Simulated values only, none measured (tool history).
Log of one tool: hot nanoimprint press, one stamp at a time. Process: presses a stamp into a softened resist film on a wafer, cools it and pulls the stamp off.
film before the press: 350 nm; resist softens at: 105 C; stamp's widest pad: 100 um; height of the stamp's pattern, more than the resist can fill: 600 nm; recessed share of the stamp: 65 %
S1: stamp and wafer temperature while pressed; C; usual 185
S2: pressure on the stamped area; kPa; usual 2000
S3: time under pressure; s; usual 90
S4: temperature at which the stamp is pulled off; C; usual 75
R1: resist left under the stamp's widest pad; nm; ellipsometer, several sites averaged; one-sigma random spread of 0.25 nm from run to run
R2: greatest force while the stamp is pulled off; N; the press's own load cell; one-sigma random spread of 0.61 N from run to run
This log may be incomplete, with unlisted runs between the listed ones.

run 1 hour=0.0 | S1=185 S2=2000 S3=90 S4=75 | R1=123.7 R2=231.1
run 2 hour=39.4 | S1=185 S2=2000 S3=90 S4=75 | R1=124.0 R2=231.8
run 3 hour=82.1 | S1=193 S2=2000 S3=90 S4=75 | R1=87.4 R2=233.3
run 4 hour=121.4 | S1=185 S2=2000 S3=90 S4=82 | R1=124.1 R2=201.2
-- hour=137.5 stamp cleaned and given a new release coat
run 5 hour=169.9 | S1=185 S2=2000 S3=90 S4=82 | R1=123.8 R2=200.4
run 6 hour=208.6 | S1=185 S2=2000 S3=90 S4=63 | R1=124.0 R2=285.6
run 7 hour=242.2 | S1=185 S2=2000 S3=90 S4=63 | R1=124.3 R2=286.4
-- hour=260.0 plate thermocouple calibrated
run 8 hour=280.6 | S1=190 S2=1610 S3=64 S4=73 | R1=128.1 R2=241.6
-- hour=296.4 stamp cleaned and given a new release coat
run 9 hour=319.7 | S1=190 S2=1610 S3=64 S4=73 | R1=128.5 R2=240.0
run 10 hour=346.6 | S1=185 S2=1770 S3=111 S4=75 | R1=119.9 R2=231.9
run 11 hour=381.9 | S1=183 S2=1280 S3=51 S4=67 | R1=201.5 R2=266.2

What does the tool deliver on the next run?
run 12 hour=404.9 | S1=193 S2=2720 S3=85 S4=61 | R1=? R2=?

{"run 12": {"R1": 77.9, "R2": 293.8}}
Minus the tool's unlogged condition, the same run would have read R1 77.3 nm, R2 293.6 N.
